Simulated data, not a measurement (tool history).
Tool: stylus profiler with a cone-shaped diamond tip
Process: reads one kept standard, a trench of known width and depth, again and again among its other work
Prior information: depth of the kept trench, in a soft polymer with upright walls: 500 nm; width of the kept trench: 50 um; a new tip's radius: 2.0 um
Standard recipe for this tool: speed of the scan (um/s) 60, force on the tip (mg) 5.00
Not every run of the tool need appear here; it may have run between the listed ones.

run     day  speed of the scan (um/s)  force on the tip (mg)  depth of the trench (Å)  width of the trench's floor (nm)
  1   0.000                        60                   5.00                   5085.4                             47160
  2   1.854                        60                   4.95                   5087.0                             47130
  3   3.121                        60                   4.95                   5087.4                             47110
  4   4.121                        60                   4.95                   5083.2                             47110
  5   5.283                        60                   4.95                   5086.6                             47140
  6   7.204                        60                   4.95                   5086.4                             47160
  7   9.367                        60                   4.95                   5086.9                             47180
  8  10.688                        60                   5.00                   5086.5                             47180
  9  11.996                        60                   5.00                   5088.2                             47200
 10  13.362                        60                   5.00                   5086.5                             47110
 11  15.617                        41                   5.00                   5086.7                             47170
 12  17.346                        17                   3.51                   5067.9                             47290
 13  19.708                        83                   2.99                   5061.9                             46980
 14  21.383                        40                   5.64                   5094.3                             47270
 15  22.388                        40                  13.28                   5168.4                             47290
 16  24.617                        62                  11.09                   5148.5                             47240
 17  26.171                        46                   3.56                   5071.1                             47170
 18  27.892                        46                   3.56                   5067.5                             47200
 19  29.546                        50                   2.34                   5053.1                             47120

5 ways to go on from here, each from the tool as it stands after run 19. What would each give?
  A  30.946                        81                   5.82                        ?                                 ?
  B  30.946                        25                   4.97                        ?                                 ?
  C  30.946                        50                   3.55                        ?                                 ?
  D  30.946                        40                   6.13                        ?                                 ?
  E  30.946                       135                   5.84                        ?                                 ?

run  depth of the trench (Å)  width of the trench's floor (nm)
  A                   5096.9                             47090
  B                   5088.3                             47270
  C                   5068.4                             47180
  D                   5098.2                             47230
  E                   5096.0                             46990
Had the tool no hidden state, the same runs would have come out as:
run  depth of the trench (Å)  width of the trench's floor (nm)
  A                   5097.3                             47100
  B                   5088.7                             47270
  C                   5068.8                             47180
  D                   5098.6                             47240
  E                   5096.4                             46990
